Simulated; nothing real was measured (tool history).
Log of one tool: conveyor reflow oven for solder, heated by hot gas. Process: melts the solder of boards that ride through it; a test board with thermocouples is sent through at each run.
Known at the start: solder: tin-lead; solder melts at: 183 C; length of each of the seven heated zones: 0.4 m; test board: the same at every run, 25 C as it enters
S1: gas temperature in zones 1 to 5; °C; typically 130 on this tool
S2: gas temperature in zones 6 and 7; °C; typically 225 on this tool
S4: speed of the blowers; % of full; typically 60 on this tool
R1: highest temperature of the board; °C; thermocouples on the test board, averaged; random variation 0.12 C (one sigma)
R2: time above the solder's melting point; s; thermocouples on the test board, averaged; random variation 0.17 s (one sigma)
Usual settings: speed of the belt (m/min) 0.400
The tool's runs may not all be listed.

{"run": 1, "day": 0.0, "S1": 130, "S2": 225, "speed of the belt (m/min)": 0.4, "S4": 60, "R1": 212.5, "R2": 81.8}
{"run": 2, "day": 0.538, "S1": 130, "S2": 225, "speed of the belt (m/min)": 0.4, "S4": 60, "R1": 212.3, "R2": 81.8}
{"run": 3, "day": 1.071, "S1": 130, "S2": 225, "speed of the belt (m/min)": 0.4, "S4": 60, "R1": 212.4, "R2": 81.8}
{"run": 4, "day": 1.729, "S1": 130, "S2": 225, "speed of the belt (m/min)": 0.4, "S4": 60, "R1": 212.5, "R2": 82.0}
{"run": 5, "day": 2.15, "S1": 130, "S2": 225, "speed of the belt (m/min)": 0.4, "S4": 60, "R1": 212.0, "R2": 82.0}
{"run": 6, "day": 2.529, "S1": 130, "S2": 214, "speed of the belt (m/min)": 0.4, "S4": 60, "R1": 202.2, "R2": 66.1}
{"run": 7, "day": 3.092, "S1": 130, "S2": 214, "speed of the belt (m/min)": 0.4, "S4": 60, "R1": 202.1, "R2": 66.0}
{"run": 8, "day": 3.612, "S1": 130, "S2": 214, "speed of the belt (m/min)": 0.4, "S4": 60, "R1": 202.0, "R2": 66.0}
{"run": 9, "day": 3.988, "S1": 130, "S2": 214, "speed of the belt (m/min)": 0.4, "S4": 60, "R1": 202.3, "R2": 65.7}
{"run": 10, "day": 4.446, "S1": 130, "S2": 214, "speed of the belt (m/min)": 0.4, "S4": 60, "R1": 202.1, "R2": 65.8}
{"run": 11, "day": 4.996, "S1": 130, "S2": 214, "speed of the belt (m/min)": 0.4, "S4": 60, "R1": 202.3, "R2": 65.9}
{"run": 12, "day": 5.296, "S1": 130, "S2": 214, "speed of the belt (m/min)": 0.4, "S4": 60, "R1": 202.0, "R2": 65.9}
{"run": 13, "day": 5.883, "S1": 130, "S2": 225, "speed of the belt (m/min)": 0.4, "S4": 60, "R1": 212.2, "R2": 81.7}
{"run": 14, "day": 6.379, "S1": 130, "S2": 225, "speed of the belt (m/min)": 0.371, "S4": 60, "R1": 214.0, "R2": 92.2}
{"run": 15, "day": 6.679, "S1": 130, "S2": 225, "speed of the belt (m/min)": 0.327, "S4": 60, "R1": 216.9, "R2": 111.0}
{"run": 16, "day": 7.067, "S1": 124, "S2": 238, "speed of the belt (m/min)": 0.4, "S4": 60, "R1": 223.4, "R2": 91.4}
{"run": 17, "day": 7.475, "S1": 135, "S2": 225, "speed of the belt (m/min)": 0.4, "S4": 53, "R1": 210.9, "R2": 81.8}
{"run": 18, "day": 8.067, "S1": 135, "S2": 225, "speed of the belt (m/min)": 0.4, "S4": 53, "R1": 210.9, "R2": 81.6}
{"run": 19, "day": 8.675, "S1": 135, "S2": 225, "speed of the belt (m/min)": 0.4, "S4": 53, "R1": 210.6, "R2": 81.1}
{"run": 20, "day": 9.125, "S1": 135, "S2": 225, "speed of the belt (m/min)": 0.4, "S4": 53, "R1": 210.5, "R2": 81.2}
{"run": 21, "day": 9.779, "S1": 135, "S2": 227, "speed of the belt (m/min)": 0.415, "S4": 53, "R1": 211.1, "R2": 78.9}
{"run": 22, "day": 10.271, "S1": 135, "S2": 227, "speed of the belt (m/min)": 0.415, "S4": 53, "R1": 211.3, "R2": 78.7}
{"run": 23, "day": 10.575, "S1": 125, "S2": 222, "speed of the belt (m/min)": 0.4, "S4": 60, "R1": 208.1, "R2": 73.2}
{"run": 24, "day": 11.171, "S1": 125, "S2": 222, "speed of the belt (m/min)": 0.4, "S4": 60, "R1": 208.1, "R2": 73.4}
{"run": 25, "day": 11.779, "S1": 124, "S2": 223, "speed of the belt (m/min)": 0.4, "S4": 60, "R1": 209.0, "R2": 74.0}
{"run": 26, "day": 12.562, "S1": 124, "S2": 237, "speed of the belt (m/min)": 0.4, "S4": 59, "R1": 222.2, "R2": 90.8}
{"run": 27, "day": 12.971, "S1": 123, "S2": 233, "speed of the belt (m/min)": 0.405, "S4": 59, "R1": 217.9, "R2": 84.1}
{"run": 28, "day": 13.504, "S1": 123, "S2": 233, "speed of the belt (m/min)": 0.405, "S4": 59, "R1": 217.7, "R2": 84.3}
{"run": 29, "day": 13.954, "S1": 123, "S2": 233, "speed of the belt (m/min)": 0.405, "S4": 60, "R1": 218.4, "R2": 85.1}
{"run": 30, "day": 14.562, "S1": 123, "S2": 233, "speed of the belt (m/min)": 0.405, "S4": 60, "R1": 218.2, "R2": 84.4}

Not shown here: 2 entries made in the log between runs. Locate each between two listed runs and compare the hidden state at the listed run before it with the hidden state at the listed run after it:
Between runs 18 and 19: flux residue cleaned out of gas plates and filters (day 8.308)
  heat that the gas passes to the board, % of a clean oven's: 97.4 -> 95.6; true gas temperature in zones 6 and 7 over the reading, C: -0.71 -> -0.72
  measured value less the no-hidden-state value, R1: -0.9 -> -1.2 °C; R2: -1.0 -> -1.5 s
Between runs 25 and 26: flux residue cleaned out of gas plates and filters, once more (day 12.042)
  heat that the gas passes to the board, % of a clean oven's: 95.1 -> 99.1; belt's true speed, % of the reading: 99.55 -> 99.54; true gas temperature in zones 6 and 7 over the reading, C: -0.8 -> -0.81
  measured value less the no-hidden-state value, R1: -1.4 -> -0.7 °C; R2: -2.1 -> -0.4 s
